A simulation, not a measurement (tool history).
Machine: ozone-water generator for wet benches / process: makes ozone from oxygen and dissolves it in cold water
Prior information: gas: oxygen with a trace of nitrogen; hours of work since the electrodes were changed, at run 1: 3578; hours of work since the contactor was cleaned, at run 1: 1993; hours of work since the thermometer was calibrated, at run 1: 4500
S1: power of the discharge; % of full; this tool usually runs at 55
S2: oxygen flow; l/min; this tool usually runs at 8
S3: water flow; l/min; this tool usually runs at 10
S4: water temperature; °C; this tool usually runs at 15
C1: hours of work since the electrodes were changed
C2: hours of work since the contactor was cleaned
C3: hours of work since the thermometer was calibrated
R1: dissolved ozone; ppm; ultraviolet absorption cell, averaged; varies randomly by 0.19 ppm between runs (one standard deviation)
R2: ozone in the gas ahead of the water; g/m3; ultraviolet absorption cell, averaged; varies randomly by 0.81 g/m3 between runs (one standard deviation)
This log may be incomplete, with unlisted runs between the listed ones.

run,hour,S1,S2,S3,S4,C1,C2,C3,R1,R2
1,0,55,8,10,15,3578,1993,4500,24.2,122.3
2,107.4,55,8,10,15,3659,2074,4581,23.9,121
3,179.6,55,8,10,15,3714,2129,4635,24.3,121.1
4,246.8,55,8,10,15,3765,2179,4686,24.5,121.3
5,306.3,55,8,10,15,3809,2224,4731,24.2,119.2
6,401.3,55,8,10,15,3881,2296,4803,24.1,121.3
7,493.8,55,8,10,15,3951,2366,4873,24.2,120.3
8,579.8,55,8,11,15,4016,2431,4938,23,120.9
9,651.5,55,8,11,15,4070,2485,4992,23,121.1
10,756.4,55,8,11,15,4150,2564,5071,22.8,121.4
11,850.7,55,5.95,11,15,4221,2636,5142,24.4,142.5
12,917.4,55,5.95,11,15,4271,2686,5193,24.7,145
13,1018.4,55,8,10,11,4347,2762,5269,26.2,119.9
14,1111.5,55,8,10,11,4418,2833,5339,26.1,120.4
15,1217.2,55,4.74,10,15,4498,2912,5419,26.9,162.7
16,1337.7,67,8,10,15,4589,3003,5510,27.1,136.8
17,1465.3,42,8,10,15,4685,3100,5607,19.9,98.9
18,1544.5,54,8.07,13,11,4745,3160,5666,22.3,116.9
# hour 1626.2: water thermometer calibrated
19,1640.9,54,8.07,13,11,4817,3232,11,22.1,117
20,1763.5,98,8,10,17,4910,3325,104,33.9,177.8
21,1874,98,8,10,7,4993,3408,187,42.1,175
22,1963.2,57,11.39,9,12,5061,3476,255,24,98.1
23,2036.4,55,8,9,15,5116,3531,310,24.9,119.3
24,2164.2,55,8,9,15,5213,3627,406,24.4,117.7
25,2279.1,55,8,9,15,5299,3714,493,24.9,117.9
26,2366.7,55,4.5,9,8,5365,3780,559,32.4,164.1
27,2429.2,41,13.08,9,17,5413,3828,607,16.2,71.5
28,2536.1,41,13.08,9,17,5493,3908,687,16.4,71.4
29,2612.5,81,8,12,8,5551,3966,745,32,152.5
30,2717.3,93,8.05,12,22,5630,4045,824,26.3,168.7
31,2778,93,8.05,12,22,5676,4091,870,26.1,165.4
32,2886,93,8.05,12,22,5758,4173,952,25.9,165.3
33,3002.5,90,8,10,15,5846,4261,1040,32.9,161.9

Branching from run 33: 3 alternative next runs. What would each branch give?
A,3060.4,94,12.25,10,17,5889,4304,1083,?,?
B,3060.4,61,8,10,15,5889,4304,1083,?,?
C,3060.4,65,6.98,8,15,5889,4304,1083,?,?

run,R1,R2
A,27.7,128.8
B,25.3,126.2
C,30.3,140.9
Stripped of hidden state, with their random variation kept, the same runs would have yielded:
run,R1,R2
A,32.4,147.8
B,28.5,139.7
C,34.3,156.9

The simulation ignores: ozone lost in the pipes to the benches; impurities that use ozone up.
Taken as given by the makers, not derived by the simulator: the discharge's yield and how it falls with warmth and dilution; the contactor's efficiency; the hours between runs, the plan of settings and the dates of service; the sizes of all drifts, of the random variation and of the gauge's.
